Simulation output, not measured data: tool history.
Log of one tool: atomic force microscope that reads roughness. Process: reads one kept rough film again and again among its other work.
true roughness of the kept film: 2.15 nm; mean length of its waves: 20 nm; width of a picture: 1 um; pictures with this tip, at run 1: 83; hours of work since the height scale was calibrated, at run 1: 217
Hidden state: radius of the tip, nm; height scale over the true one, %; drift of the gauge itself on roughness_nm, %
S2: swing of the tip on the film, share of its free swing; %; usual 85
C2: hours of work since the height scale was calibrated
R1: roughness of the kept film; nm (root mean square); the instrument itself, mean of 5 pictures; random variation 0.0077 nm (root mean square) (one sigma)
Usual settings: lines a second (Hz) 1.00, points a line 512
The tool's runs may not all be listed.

Run 1, hour 0.0: usual settings; pictures with this tip 83; C2 217. Result: R1 1.205 nm (root mean square).
Run 2, hour 5.2: usual settings; pictures with this tip 89; C2 220. Result: R1 1.177 nm (root mean square).
At hour 9.4: new tip fitted.
Run 3, hour 12.3: usual settings; pictures with this tip 3; C2 223. Result: R1 1.594 nm (root mean square).
Run 4, hour 22.2: usual settings; pictures with this tip 15; C2 228. Result: R1 1.520 nm (root mean square).
Run 5, hour 31.8: usual settings; pictures with this tip 26; C2 233. Result: R1 1.439 nm (root mean square).
Run 6, hour 42.8: usual settings but points a line 323; pictures with this tip 39; C2 238. Result: R1 1.351 nm (root mean square).
Run 7, hour 51.6: usual settings but points a line 323; pictures with this tip 49; C2 242. Result: R1 1.290 nm (root mean square).
Run 8, hour 59.1: usual settings but points a line 323; pictures with this tip 58; C2 246. Result: R1 1.264 nm (root mean square).
Run 9, hour 69.7: usual settings but points a line 1020; pictures with this tip 71; C2 251. Result: R1 1.234 nm (root mean square).
Run 10, hour 79.0: usual settings but points a line 1020; pictures with this tip 82; C2 256. Result: R1 1.193 nm (root mean square).
Run 11, hour 85.1: usual settings but points a line 1020; pictures with this tip 89; C2 259. Result: R1 1.158 nm (root mean square).
At hour 89.9: new tip fitted.
Run 12, hour 96.5: usual settings; pictures with this tip 8; C2 264. Result: R1 1.561 nm (root mean square).
Run 13, hour 103.2: usual settings; pictures with this tip 16; C2 268. Result: R1 1.485 nm (root mean square).
Run 14, hour 113.0: usual settings; pictures with this tip 28; C2 273. Result: R1 1.438 nm (root mean square).
Run 15, hour 124.7: usual settings; pictures with this tip 41; C2 278. Result: R1 1.363 nm (root mean square).
Run 16, hour 135.2: usual settings but lines a second (Hz) 1.67, points a line 384; pictures with this tip 54; C2 284. Result: R1 1.197 nm (root mean square).
Run 17, hour 146.8: usual settings but lines a second (Hz) 1.67, points a line 384; pictures with this tip 68; C2 289. Result: R1 1.151 nm (root mean square).
Run 18, hour 155.0: usual settings but lines a second (Hz) 3.57, S2 62 %; pictures with this tip 77; C2 293. Result: R1 1.193 nm (root mean square).
Run 19, hour 160.1: usual settings but S2 69 %, points a line 888; pictures with this tip 83; C2 296. Result: R1 1.275 nm (root mean square).
Run 20, hour 165.6: usual settings but S2 69 %, points a line 888; pictures with this tip 90; C2 299. Result: R1 1.259 nm (root mean square).
At hour 169.8: new tip fitted.
Run 21, hour 175.8: usual settings but S2 80 %, points a line 375; pictures with this tip 7; C2 303. Result: R1 1.598 nm (root mean square).
Run 22, hour 184.2: usual settings but S2 80 %, points a line 375; pictures with this tip 17; C2 307. Result: R1 1.542 nm (root mean square).
Run 23, hour 192.7: usual settings but S2 58 %, points a line 375; pictures with this tip 27; C2 312. Result: R1 1.578 nm (root mean square).
Run 24, hour 199.9: usual settings but S2 83 %; pictures with this tip 36; C2 315. Result: R1 1.410 nm (root mean square).
Run 25, hour 207.3: usual settings but lines a second (Hz) 1.85, S2 71 %, points a line 259; pictures with this tip 45; C2 319. Result: R1 1.322 nm (root mean square).
Run 26, hour 218.5: usual settings but lines a second (Hz) 0.89, S2 59 %, points a line 267; pictures with this tip 58; C2 324. Result: R1 1.391 nm (root mean square).
Run 27, hour 225.3: usual settings but lines a second (Hz) 0.89, S2 59 %, points a line 267; pictures with this tip 66; C2 328. Result: R1 1.338 nm (root mean square).
Run 28, hour 236.3: usual settings but lines a second (Hz) 1.18, S2 58 %, points a line 815; pictures with this tip 79; C2 333. Result: R1 1.316 nm (root mean square).

Forecast each of these 3 alternatives for the next run:
Run A, hour 245.8: usual settings but lines a second (Hz) 0.72, S2 87 %, points a line 302; pictures with this tip 90; C2 338. Result: R1 ?.
Run B, hour 245.8: usual settings but lines a second (Hz) 0.95, S2 61 %; pictures with this tip 90; C2 338. Result: R1 ?.
Run C, hour 245.8: usual settings but lines a second (Hz) 2.11, S2 56 %; pictures with this tip 90; C2 338. Result: R1 ?.

run     R1
  A  1.164
  B  1.272
  C  1.234
Without the tool's hidden state the same runs would have given:
run     R1
  A  1.647
  B  1.800
  C  1.749

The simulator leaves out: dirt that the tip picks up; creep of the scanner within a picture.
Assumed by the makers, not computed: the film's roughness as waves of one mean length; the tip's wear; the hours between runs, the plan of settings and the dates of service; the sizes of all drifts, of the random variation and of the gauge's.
